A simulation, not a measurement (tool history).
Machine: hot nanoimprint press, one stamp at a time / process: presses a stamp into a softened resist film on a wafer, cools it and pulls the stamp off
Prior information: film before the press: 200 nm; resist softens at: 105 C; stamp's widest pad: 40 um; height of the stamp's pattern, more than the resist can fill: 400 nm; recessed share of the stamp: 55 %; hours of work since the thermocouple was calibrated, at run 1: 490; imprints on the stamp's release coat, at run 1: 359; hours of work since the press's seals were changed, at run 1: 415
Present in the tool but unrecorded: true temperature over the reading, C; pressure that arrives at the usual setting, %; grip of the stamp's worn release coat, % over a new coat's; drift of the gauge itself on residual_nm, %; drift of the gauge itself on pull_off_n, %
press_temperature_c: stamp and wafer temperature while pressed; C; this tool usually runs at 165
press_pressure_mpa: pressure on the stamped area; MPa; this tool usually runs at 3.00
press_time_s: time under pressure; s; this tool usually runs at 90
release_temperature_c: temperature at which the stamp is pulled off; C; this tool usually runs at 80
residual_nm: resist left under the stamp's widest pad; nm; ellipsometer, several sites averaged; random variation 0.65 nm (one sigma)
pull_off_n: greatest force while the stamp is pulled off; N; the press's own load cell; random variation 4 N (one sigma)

run     day  press_temperature_c  press_pressure_mpa  press_time_s  release_temperature_c  hours of work since the thermocouple was calibrated  imprints on the stamp's release coat  hours of work since the press's seals were changed  residual_nm  pull_off_n
  1   0.000                  165                3.00            90                     80                                                  490                                   359                                                 415         69.9         194
  2   0.988                  165                3.38            90                     80                                                  501                                   432                                                 426         67.2         195
  3   2.500                  165                3.38           112                     80                                                  518                                   543                                                 443         61.6         191
      2.733  -- plate thermocouple calibrated
  4   3.671                  165                3.38           112                     80                                                   11                                   621                                                 455         59.7         195
  5   4.433                  165                3.00           105                     80                                                   19                                   677                                                 464         66.2         196
  6   5.454                  165                3.00            90                     79                                                   31                                   752                                                 475         69.9         198
  7   6.604                  165                3.00           112                     80                                                   43                                   838                                                 488         65.2         196
  8   8.096                  165                3.00            90                     80                                                   60                                   948                                                 505         70.5         186
  9   9.188                  165                3.00            90                     80                                                   72                                  1029                                                 517         71.7         201
 10  10.758                  165                3.00            62                     80                                                   90                                  1145                                                 535         82.2         200
 11  11.975                  165                3.00            62                     80                                                  104                                  1235                                                 548         83.2         186
 12  13.454                  165                3.00            62                     70                                                  120                                  1344                                                 565         81.4         208
 13  14.446                  165                3.00           152                     80                                                  131                                  1417                                                 576         54.7         192
     15.854  -- press's hydraulic seals changed and the load cell set to zero
 14  16.296                  165                3.00           152                     80                                                  148                                  1529                                                   5         55.7         190
 15  17.842                  165                3.00           152                     80                                                  166                                  1644                                                  22         55.8         197
 16  19.400                  165                3.18           152                     80                                                  183                                  1759                                                  40         54.0         193
 17  20.808                  165                3.18           152                     80                                                  199                                  1863                                                  56         54.7         190
 18  22.071                  165                4.12            90                     66                                                  213                                  1957                                                  70         61.0         219
     23.408  -- stamp cleaned and given a new release coat
 19  23.433                  165                4.12            90                     66                                                  226                                     2                                                  82         61.2         211
 20  24.808                  165                4.12            90                     66                                                  241                                   103                                                  98         60.5         215
 21  25.888                  158                4.59           157                     66                                                  253                                   183                                                 110         60.3         224
 22  27.467                  168                4.59            89                     87                                                  271                                   300                                                 127         49.9         180
 23  29.083                  165                2.50            65                     80                                                  289                                   420                                                 146         88.2         190
 24  30.496                  165                2.50            65                     80                                                  305                                   524                                                 161         86.7         188
 25  31.754                  165                3.00            80                     80                                                  319                                   617                                                 176         74.1         191
 26  33.362                  165                3.00           130                     72                                                  337                                   736                                                 194         60.5         206
 27  34.912                  169                1.86            51                     82                                                  355                                   851                                                 211         94.4         186
 28  36.492                  164                1.86           134                     65                                                  372                                   967                                                 229         74.6         222
 29  38.142                  164                1.86           134                     65                                                  391                                  1089                                                 247         77.6         227
 30  39.271                  155                2.59            90                     80                                                  403                                  1173                                                 260        107.6         198
 31  39.967                  165                4.44            85                     80                                                  411                                  1224                                                 268         61.2         200

Here are 3 independent what-if runs from the current tool condition. What would each one return?
  A  40.783                  165                3.89            90                     80                                                  420                                  1284                                                 277            ?           ?
  B  40.783                  165                2.07            86                     80                                                  420                                  1284                                                 277            ?           ?
  C  40.783                  165                3.00            47                     80                                                  420                                  1284                                                 277            ?           ?

run  residual_nm  pull_off_n
  A         63.5         195
  B         83.5         196
  C         92.1         196
Stripped of hidden state, with their random variation kept, the same runs would have yielded:
run  residual_nm  pull_off_n
  A         63.3         193
  B         83.3         194
  C         91.8         194
